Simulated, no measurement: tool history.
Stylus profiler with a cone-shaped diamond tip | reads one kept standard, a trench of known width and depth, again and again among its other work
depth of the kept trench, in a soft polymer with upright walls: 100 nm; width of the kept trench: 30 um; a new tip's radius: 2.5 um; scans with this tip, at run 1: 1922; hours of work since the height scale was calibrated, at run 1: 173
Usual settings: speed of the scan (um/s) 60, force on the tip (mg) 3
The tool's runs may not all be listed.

run	hour	speed of the scan (um/s)	force on the tip (mg)	scans with this tip	hours of work since the height scale was calibrated	depth of the trench (nm)	width of the trench's floor (nm)
1	0	60	3	1922	173	100.73	28160
2	19	60	6.76	2062	186	101.29	28150
3	46.2	16	6.76	2263	204	101.31	28380
4	58.7	60	3	2356	212	100.7	28040
5	77.9	60	3	2498	225	100.72	28050
6	93.9	60	3	2617	236	100.68	27980
7	106.2	60	3	2708	244	100.67	28000
8	123.2	60	4.92	2834	255	101.02	28080
9	136	60	4.92	2928	264	100.99	28070
10	162.5	60	4.92	3124	281	100.99	28130
11	177.7	60	4.92	3237	292	101.01	28080
12	198.7	60	1.17	3392	306	100.28	27750
13	214.1	60	1.17	3506	316	100.29	27710
14	237.4	60	1.17	3679	331	100.28	27790
15	249.4	60	1.17	3768	339	100.28	27720
16	278	60	1.17	3980	358	100.24	27720
17	295.6	21	1.17	4110	370	100.28	28050
18	315.3	21	1.23	4256	383	100.26	28070
19	330.6	60	2.33	4369	394	100.48	27860
20	353.9	60	2.33	4541	409	100.48	27820
21	377.4	130	2.33	4715	425	100.5	27310
22	400.8	60	3	4889	440	100.61	27810
# hour 403: height scale calibrated on a step standard
23	427.1	60	3	5080	16	100.52	27830
24	451.3	54	3.43	5258	32	100.59	27880
25	479.6	54	3.43	5468	51	100.58	27870
26	498.4	25	5.5	5607	64	100.93	28050
27	524.9	225	3	5804	81	100.51	26800
28	541.5	72	2.17	5927	92	100.36	27600
# hour 547.9: height scale calibrated on a step standard, once more
29	555.9	65	3.22	6030	5	100.82	27710
30	582.1	65	3.22	6223	23	100.82	27730
31	601.7	65	3.22	6368	36	100.84	27700
32	624.6	65	3.22	6538	51	100.82	27690
33	636.8	65	3.22	6628	59	100.83	27680
34	653.1	65	3.26	6748	70	100.82	27770
35	679	22	2.51	6940	87	100.68	27940
36	694	113	2.43	7051	97	100.67	27370
37	713	29	2.15	7192	110	100.59	27860
38	726.3	41	1.21	7291	119	100.4	27710
39	744.1	33	3.48	7422	131	100.83	27890
40	771.2	55	1.12	7623	149	100.34	27480
41	798	238	3.42	7821	167	100.82	26700
42	816.1	55	7.52	7955	179	101.4	27820
43	827.7	55	7.52	8041	187	101.43	27810
44	843.6	55	7.52	8159	197	101.42	27860
45	872.3	60	7.61	8371	216	101.42	27770
46	892.3	60	7.61	8519	230	101.42	27760

Some steps in depth of the trench (nm) between neighbouring runs. How much of each would the tool show without its hidden state too (settings, what came in, random variation), and how much is left for the hidden state, with any gauge scatter that isn't in both results?
The hidden state here: radius of the tip, um; height scale over the true one, %; drift of the gauge itself on depth_nm, %; drift of the gauge itself on floor_um, %.
Run 3 -> 4: speed of the scan (um/s) 16 -> 60, force on the tip (mg) 6.76 -> 3. depth of the trench (nm) -0.61: hidden state +0, all else -0.61.
Run 5 -> 6: no setting changed, nothing entered. depth of the trench (nm) -0.04: hidden state -0.02, all else -0.02.
Run 11 -> 12: force on the tip (mg) 4.92 -> 1.17. depth of the trench (nm) -0.73: hidden state -0.01, all else -0.72.
Run 22 -> 23: height scale calibrated on a step standard. depth of the trench (nm) -0.09: hidden state -0.08, all else -0.01.
Run 28 -> 29: speed of the scan (um/s) 72 -> 65, force on the tip (mg) 2.17 -> 3.22, height scale calibrated on a step standard, once more. depth of the trench (nm) +0.46: hidden state +0.31, all else +0.15.
Run 41 -> 42: speed of the scan (um/s) 238 -> 55, force on the tip (mg) 3.42 -> 7.52. depth of the trench (nm) +0.58: hidden state -0.01, all else +0.59.
